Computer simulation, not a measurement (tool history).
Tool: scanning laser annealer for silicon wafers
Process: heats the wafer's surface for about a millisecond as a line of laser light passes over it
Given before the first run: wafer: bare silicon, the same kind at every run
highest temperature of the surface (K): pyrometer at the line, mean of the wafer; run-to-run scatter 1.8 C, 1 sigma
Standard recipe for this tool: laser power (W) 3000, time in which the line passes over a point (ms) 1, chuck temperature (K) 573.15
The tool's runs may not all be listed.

run,day,laser power (W),time in which the line passes over a point (ms),chuck temperature (K),highest temperature of the surface (K)
1,0,3000,1,573.15,1292.15
2,0.467,3000,1,573.15,1290.15
3,0.979,3000,1,573.15,1291.15
4,1.521,3000,1,573.15,1289.15
5,2.158,3000,1,573.15,1287.15
6,2.712,3000,1,573.15,1291.15
7,3.158,3000,1,573.15,1288.15
8,3.938,3000,1,573.15,1288.15
9,4.817,3000,1,573.15,1285.15
10,5.283,3000,1,573.15,1286.15
11,6.117,3000,1,573.15,1285.15
12,6.904,3000,1,573.15,1286.15
13,7.35,3000,1,573.15,1287.15
14,7.938,3297,1,573.15,1354.15
15,8.6,3297,1,573.15,1352.15
16,9.067,3297,1,573.15,1355.15
17,9.55,3000,1,573.15,1285.15
18,10.138,3000,1,573.15,1281.15
19,10.938,3000,1,552.15,1267.15
20,11.542,3000,1.01,573.15,1284.15
21,12.396,2862,0.93,564.15,1218.15
22,13.204,3133,0.93,553.15,1268.15
23,14.033,2851,0.81,597.15,1203.15
24,14.821,2851,0.81,597.15,1205.15
25,15.379,3254,0.89,585.15,1308.15
26,15.912,3254,0.89,585.15,1304.15
# day 16.054: window over the wafer cleaned
27,16.542,3118,0.98,573.15,1340.15
28,17.517,3118,0.98,573.15,1341.15
29,18.204,3000,1.14,573.15,1365.15
30,19.2,2650,1,612.15,1268.15
31,20.075,2783,1.03,598.15,1300.15
32,20.542,3238,0.88,567.15,1318.15
33,21.046,2699,0.74,543.15,1118.15
34,21.708,2699,0.74,543.15,1122.15
35,22.392,3000,0.73,545.15,1182.15
36,23.029,3112,0.87,582.15,1302.15
37,23.771,2701,1.21,561.15,1294.15
38,24.479,2701,1.21,561.15,1296.15
39,25.283,2917,0.7,599.15,1201.15
40,26,3152,1.03,583.15,1369.15

Consider 5 possible next runs. They are alternatives, not a sequence: every one starts from the tool as it was left by run 40. What does each give?
A,26.829,2733,1.02,570.15,?
B,26.829,2783,1,583.15,?
C,26.829,2703,0.83,573.15,?
D,26.829,3000,1.03,573.15,?
E,26.829,3000,1.2,562.15,?

run,highest temperature of the surface (K)
A,1253.15
B,1270.15
C,1184.15
D,1323.15
E,1371.15
Stripped of hidden state, with their random variation kept, the same runs would have yielded:
run,highest temperature of the surface (K)
A,1272.15
B,1289.15
C,1201.15
D,1344.15
E,1393.15

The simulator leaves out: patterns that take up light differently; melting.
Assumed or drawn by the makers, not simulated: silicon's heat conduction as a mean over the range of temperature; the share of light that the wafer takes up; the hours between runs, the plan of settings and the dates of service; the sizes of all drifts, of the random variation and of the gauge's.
